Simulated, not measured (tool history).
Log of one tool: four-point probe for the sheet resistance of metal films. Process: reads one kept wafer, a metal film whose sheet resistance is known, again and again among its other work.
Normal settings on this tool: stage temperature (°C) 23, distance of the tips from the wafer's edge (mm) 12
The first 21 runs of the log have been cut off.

run	hour	stage temperature (°C)	distance of the tips from the wafer's edge (mm)	touches since the probe head was changed	hours of work since the stage's thermometer was calibrated	sheet resistance as the instrument gives it (ohm/square)
22	1986.6	23	12	54369	2111	21.127616
23	2083.4	27	37	55690	2157	21.008717
24	2175.6	24	14	56949	2201	21.093463
25	2239.4	24	16	57820	2232	21.062486
26	2328.3	22	33	59033	2274	21.016659
# hour 2335.6: stage's thermometer calibrated
27	2446.9	30	8	60645	53	21.248524
28	2498.1	20	28	61345	77	21.00803
29	2563.2	28	4	62232	108	22.044802
30	2663.2	28	4	63597	156	22.039046
# hour 2747.2: stage's thermometer calibrated, once more
31	2747.8	28	4	64746	0	22.122154
32	2864.6	23	32	66340	56	21.073612
33	2979.2	33	6	67903	110	21.510988
34	3091.9	21	66	69442	164	21.042776
35	3203.2	31	3	70961	217	22.861676
36	3262.8	31	3	71775	245	22.859932
37	3359.1	23	4	73089	291	22.118342
38	3465.9	29	6	74547	342	21.52183
39	3546.2	23	8	75643	380	21.311062
40	3631.8	27	12	76812	421	21.150157
41	3731.2	21	19	78168	468	21.082196
42	3816.4	21	15	79331	509	21.117418
43	3892.1	19	19	80365	545	21.085965
44	3966.2	29	41	81375	580	21.022996

Each row is a separate what-if for the run after 44, all from the same tool condition, not one after another. Results?
A	4024	20	12	82164	608	?
B	4024	29	7	82164	608	?
C	4024	18	54	82164	608	?
D	4024	20	4	82164	608	?

run	sheet resistance as the instrument gives it (ohm/square)
A	21.158628
B	21.369776
C	21.037743
D	22.105466
With no hidden state in the tool, these same runs would have given:
run	sheet resistance as the instrument gives it (ohm/square)
A	21.249564
B	21.461185
C	21.128275
D	22.200169
